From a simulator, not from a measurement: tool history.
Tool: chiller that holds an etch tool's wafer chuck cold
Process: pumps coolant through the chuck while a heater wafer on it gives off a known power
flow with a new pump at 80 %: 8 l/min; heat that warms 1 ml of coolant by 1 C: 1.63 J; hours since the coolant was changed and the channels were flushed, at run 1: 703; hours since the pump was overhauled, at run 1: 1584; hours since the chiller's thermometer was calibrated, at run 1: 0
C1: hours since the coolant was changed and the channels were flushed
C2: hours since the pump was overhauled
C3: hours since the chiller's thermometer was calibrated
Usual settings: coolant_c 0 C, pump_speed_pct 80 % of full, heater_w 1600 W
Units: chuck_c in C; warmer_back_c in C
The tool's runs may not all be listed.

{"run": 1, "hour": 0.0, "coolant_c": 0, "pump_speed_pct": 80, "heater_w": 1600, "C1": 703, "C2": 1584, "C3": 0, "chuck_c": 19.0, "warmer_back_c": 7.37}
{"run": 2, "hour": 33.1, "coolant_c": 0, "pump_speed_pct": 80, "heater_w": 1600, "C1": 736, "C2": 1617, "C3": 33, "chuck_c": 18.9, "warmer_back_c": 7.35}
{"run": 3, "hour": 65.6, "coolant_c": 0, "pump_speed_pct": 80, "heater_w": 1600, "C1": 769, "C2": 1650, "C3": 66, "chuck_c": 19.3, "warmer_back_c": 7.27}
{"run": 4, "hour": 97.2, "coolant_c": 0, "pump_speed_pct": 80, "heater_w": 1600, "C1": 800, "C2": 1682, "C3": 97, "chuck_c": 18.9, "warmer_back_c": 7.34}
{"run": 5, "hour": 149.0, "coolant_c": 0, "pump_speed_pct": 67, "heater_w": 1600, "C1": 852, "C2": 1733, "C3": 149, "chuck_c": 21.6, "warmer_back_c": 8.97}
{"run": 6, "hour": 182.0, "coolant_c": 0, "pump_speed_pct": 80, "heater_w": 983, "C1": 885, "C2": 1766, "C3": 182, "chuck_c": 11.8, "warmer_back_c": 4.51}
{"run": 7, "hour": 236.1, "coolant_c": 0, "pump_speed_pct": 80, "heater_w": 1484, "C1": 939, "C2": 1820, "C3": 236, "chuck_c": 17.6, "warmer_back_c": 6.8}
{"run": 8, "hour": 268.2, "coolant_c": 0, "pump_speed_pct": 80, "heater_w": 1484, "C1": 971, "C2": 1853, "C3": 268, "chuck_c": 17.5, "warmer_back_c": 6.85}
{"run": 9, "hour": 323.2, "coolant_c": 0, "pump_speed_pct": 80, "heater_w": 1600, "C1": 1026, "C2": 1907, "C3": 323, "chuck_c": 19.1, "warmer_back_c": 7.31}
{"run": 10, "hour": 366.4, "coolant_c": 0, "pump_speed_pct": 80, "heater_w": 1600, "C1": 1069, "C2": 1951, "C3": 366, "chuck_c": 19.1, "warmer_back_c": 7.29}
{"run": 11, "hour": 392.5, "coolant_c": 0, "pump_speed_pct": 80, "heater_w": 1600, "C1": 1095, "C2": 1977, "C3": 392, "chuck_c": 18.9, "warmer_back_c": 7.31}
{"run": 12, "hour": 428.7, "coolant_c": 0, "pump_speed_pct": 80, "heater_w": 1600, "C1": 1132, "C2": 2013, "C3": 429, "chuck_c": 19.4, "warmer_back_c": 7.28}
{"run": 13, "hour": 484.3, "coolant_c": 0, "pump_speed_pct": 66, "heater_w": 1600, "C1": 1187, "C2": 2069, "C3": 484, "chuck_c": 21.9, "warmer_back_c": 9.07}
{"run": 14, "hour": 517.0, "coolant_c": 0, "pump_speed_pct": 72, "heater_w": 1600, "C1": 1220, "C2": 2101, "C3": 517, "chuck_c": 20.4, "warmer_back_c": 8.28}
{"run": 15, "hour": 570.3, "coolant_c": 0, "pump_speed_pct": 72, "heater_w": 1600, "C1": 1273, "C2": 2155, "C3": 570, "chuck_c": 20.6, "warmer_back_c": 8.2}
{"run": 16, "hour": 629.5, "coolant_c": 0, "pump_speed_pct": 76, "heater_w": 1600, "C1": 1332, "C2": 2214, "C3": 630, "chuck_c": 19.8, "warmer_back_c": 7.76}
{"run": 17, "hour": 694.2, "coolant_c": 0, "pump_speed_pct": 76, "heater_w": 1600, "C1": 1397, "C2": 2278, "C3": 694, "chuck_c": 19.7, "warmer_back_c": 7.71}
{"run": 18, "hour": 722.9, "coolant_c": -1, "pump_speed_pct": 73, "heater_w": 1599, "C1": 1426, "C2": 2307, "C3": 723, "chuck_c": 19.4, "warmer_back_c": 8.09}
{"run": 19, "hour": 762.2, "coolant_c": 0, "pump_speed_pct": 80, "heater_w": 1505, "C1": 1465, "C2": 2346, "C3": 762, "chuck_c": 17.7, "warmer_back_c": 6.88}
{"run": 20, "hour": 799.0, "coolant_c": 0, "pump_speed_pct": 80, "heater_w": 1652, "C1": 1502, "C2": 2383, "C3": 799, "chuck_c": 19.9, "warmer_back_c": 7.56}

The next listed run, before its measurement:
{"run": 21, "hour": 859.1, "coolant_c": 0, "pump_speed_pct": 80, "heater_w": 1652, "C1": 1562, "C2": 2443, "C3": 859, "chuck_c": "?", "warmer_back_c": "?"}

Run 21 gave chuck_c 19.6 C, warmer_back_c 7.54 C.
Without the tool's hidden state the same run would have given chuck_c 19.6 C, warmer_back_c 7.66 C.

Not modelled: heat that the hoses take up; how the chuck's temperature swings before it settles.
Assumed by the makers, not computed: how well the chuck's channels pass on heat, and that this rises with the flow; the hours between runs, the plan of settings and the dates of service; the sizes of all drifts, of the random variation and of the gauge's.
